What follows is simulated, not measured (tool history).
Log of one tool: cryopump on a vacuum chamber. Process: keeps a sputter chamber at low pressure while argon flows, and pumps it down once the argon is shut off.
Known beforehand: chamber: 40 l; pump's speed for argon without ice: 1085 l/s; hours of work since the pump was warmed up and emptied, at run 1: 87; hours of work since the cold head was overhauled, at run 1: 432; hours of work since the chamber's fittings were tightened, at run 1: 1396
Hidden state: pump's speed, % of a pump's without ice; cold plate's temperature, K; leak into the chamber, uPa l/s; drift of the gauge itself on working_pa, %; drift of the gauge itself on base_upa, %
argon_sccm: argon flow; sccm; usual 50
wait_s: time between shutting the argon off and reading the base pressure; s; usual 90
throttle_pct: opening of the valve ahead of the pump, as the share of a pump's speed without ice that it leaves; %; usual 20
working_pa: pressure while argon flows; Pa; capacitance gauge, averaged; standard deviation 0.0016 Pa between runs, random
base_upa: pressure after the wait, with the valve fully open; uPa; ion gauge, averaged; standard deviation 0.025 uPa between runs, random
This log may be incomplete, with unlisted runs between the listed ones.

| run | day | argon_sccm | wait_s | throttle_pct | hours of work since the pump was warmed up and emptied | hours of work since the cold head was overhauled | hours of work since the chamber's fittings were tightened | working_pa | base_upa |
|---|---|---|---|---|---|---|---|---|---|
| 1 | 0.000 | 50 | 90 | 20 | 87 | 432 | 1396 | 0.3976 | 1.79 |
| 2 | 2.583 | 50 | 90 | 20 | 113 | 458 | 1421 | 0.4015 | 1.91 |
| 3 | 4.804 | 50 | 90 | 20 | 135 | 480 | 1443 | 0.3965 | 1.88 |
| 4 | 9.433 | 50 | 90 | 20 | 181 | 526 | 1489 | 0.4046 | 1.98 |
| 5 | 14.171 | 50 | 90 | 20 | 228 | 573 | 1536 | 0.4090 | 2.09 |
| 6 | 17.938 | 50 | 90 | 20 | 265 | 611 | 1574 | 0.4148 | 2.15 |
| 7 | 21.092 | 50 | 90 | 20 | 297 | 642 | 1605 | 0.4160 | 2.21 |
|  | 23.629 | pump warmed up, emptied and cooled again |
| 8 | 25.496 | 50 | 90 | 20 | 19 | 684 | 1647 | 0.3906 | 1.85 |
| 9 | 29.258 | 50 | 90 | 22 | 56 | 721 | 1684 | 0.3564 | 1.99 |
| 10 | 31.621 | 50 | 90 | 22 | 79 | 745 | 1708 | 0.3590 | 2.00 |
| 11 | 35.783 | 50 | 90 | 22 | 121 | 786 | 1749 | 0.3650 | 2.07 |
| 12 | 38.612 | 26 | 90 | 17 | 149 | 814 | 1777 | 0.2450 | 2.04 |
| 13 | 42.367 | 45 | 26 | 19 | 186 | 851 | 1815 | 0.3829 | 3.87 |
| 14 | 45.817 | 63 | 90 | 46 | 220 | 886 | 1849 | 0.2342 | 2.26 |
| 15 | 48.596 | 27 | 90 | 47 | 248 | 913 | 1876 | 0.1006 | 2.35 |
| 16 | 51.496 | 50 | 187 | 54 | 277 | 942 | 1905 | 0.1675 | 1.93 |
| 17 | 54.704 | 50 | 187 | 54 | 309 | 974 | 1937 | 0.1720 | 2.12 |
|  | 55.979 | pump warmed up, emptied and cooled again |
| 18 | 58.629 | 23 | 129 | 46 | 26 | 1011 | 1974 | 0.0796 | 1.81 |
| 19 | 61.071 | 23 | 129 | 57 | 51 | 1035 | 1998 | 0.0655 | 1.90 |
| 20 | 62.996 | 29 | 107 | 20 | 70 | 1054 | 2017 | 0.2287 | 2.06 |

Here are 3 independent what-if runs from the current tool condition. What would each one return?
| A | 66.904 | 54 | 75 | 45 | 109 | 1093 | 2056 | ? | ? |
| B | 66.904 | 22 | 90 | 20 | 109 | 1093 | 2056 | ? | ? |
| C | 66.904 | 78 | 125 | 48 | 109 | 1093 | 2056 | ? | ? |

| run | working_pa | base_upa |
|---|---|---|
| A | 0.1948 | 2.35 |
| B | 0.1775 | 2.21 |
| C | 0.2667 | 2.01 |
The same runs, with their run-to-run variation unchanged, on a tool lacking any hidden condition would have given:
| run | working_pa | base_upa |
|---|---|---|
| A | 0.1849 | 1.17 |
| B | 0.1734 | 1.03 |
| C | 0.2524 | 0.84 |
